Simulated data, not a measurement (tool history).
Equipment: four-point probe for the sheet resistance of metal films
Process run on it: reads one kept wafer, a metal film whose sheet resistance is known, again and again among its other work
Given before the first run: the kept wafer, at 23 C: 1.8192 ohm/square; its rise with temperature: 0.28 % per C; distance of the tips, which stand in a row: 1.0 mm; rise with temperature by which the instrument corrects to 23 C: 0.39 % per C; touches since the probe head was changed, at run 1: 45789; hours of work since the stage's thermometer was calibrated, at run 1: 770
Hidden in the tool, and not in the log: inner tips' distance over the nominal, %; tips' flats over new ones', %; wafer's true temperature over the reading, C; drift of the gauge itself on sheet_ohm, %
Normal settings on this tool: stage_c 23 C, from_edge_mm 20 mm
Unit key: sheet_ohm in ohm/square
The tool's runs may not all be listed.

run,day,stage_c,from_edge_mm,touches since the probe head was changed,hours of work since the stage's thermometer was calibrated,sheet_ohm
1,0.000,23,20,45789,770,1.821467
2,0.838,23,20,46549,784,1.821820
3,2.188,23,3,47776,808,1.921657
4,3.158,23,3,48657,824,1.920783
5,4.646,23,20,50011,850,1.821525
6,5.533,23,43,50817,865,1.819395
7,6.838,23,20,52002,887,1.821516
8,8.058,23,17,53110,908,1.822583
9,9.146,23,20,54098,927,1.821640
10,9.812,23,20,54703,939,1.821423
11,10.971,26,20,55755,958,1.814865
12,12.000,26,20,56694,976,1.815760
13,13.108,26,20,57700,995,1.815089
14,14.538,26,20,58997,1020,1.816441
15,16.058,26,20,60379,1046,1.815161
16,17.629,23,44,61809,1073,1.819294
17,19.158,23,44,63198,1099,1.819778
18,20.367,23,44,64294,1120,1.819583
19,21.612,23,44,65426,1141,1.819529
20,22.788,23,44,66494,1162,1.820040
21,23.508,23,44,67149,1174,1.820043
22,24.400,30,20,67960,1189,1.808152
23,25.362,18,20,68833,1206,1.832153
24,26.438,26,8,69813,1224,1.828502
25,27.833,26,8,71079,1248,1.828422
26,28.496,25,36,71681,1260,1.815566
27,30.088,28,61,73126,1287,1.809088
28,31.112,23,6,74059,1305,1.846261
29,31.921,23,6,74793,1319,1.845710
30,33.425,20,41,76159,1345,1.825792
# day 34.612: stage's thermometer calibrated
31,34.992,22,61,77567,7,1.821020
32,36.204,22,61,78667,27,1.821266
33,37.338,22,61,79697,47,1.821517
34,38.221,31,23,80499,62,1.804370
35,39.854,28,3,81982,90,1.910238
36,40.950,28,3,82980,109,1.910512
37,41.950,33,20,83890,126,1.801361
38,42.767,19,17,84630,140,1.830296
39,43.558,23,45,85350,154,1.819137
40,44.471,23,45,86180,169,1.819513
41,45.733,21,6,87324,191,1.849145
42,47.062,21,18,88535,214,1.826167
43,48.412,32,58,89762,237,1.801139
44,49.558,26,5,90802,257,1.851390
45,51.008,31,66,92120,282,1.803967
46,51.962,31,66,92988,298,1.802653

3 ways to go on from here, each from the tool as it stands after run 46. What would each give?
A,53.088,22,7,94007,318,?
B,53.088,27,6,94007,318,?
C,53.088,31,7,94007,318,?

run,sheet_ohm
A,1.841101
B,1.838154
C,1.822936
With the hidden condition removed and each run's random variation left untouched, the same runs would have given:
run,sheet_ohm
A,1.841369
B,1.838422
C,1.823201
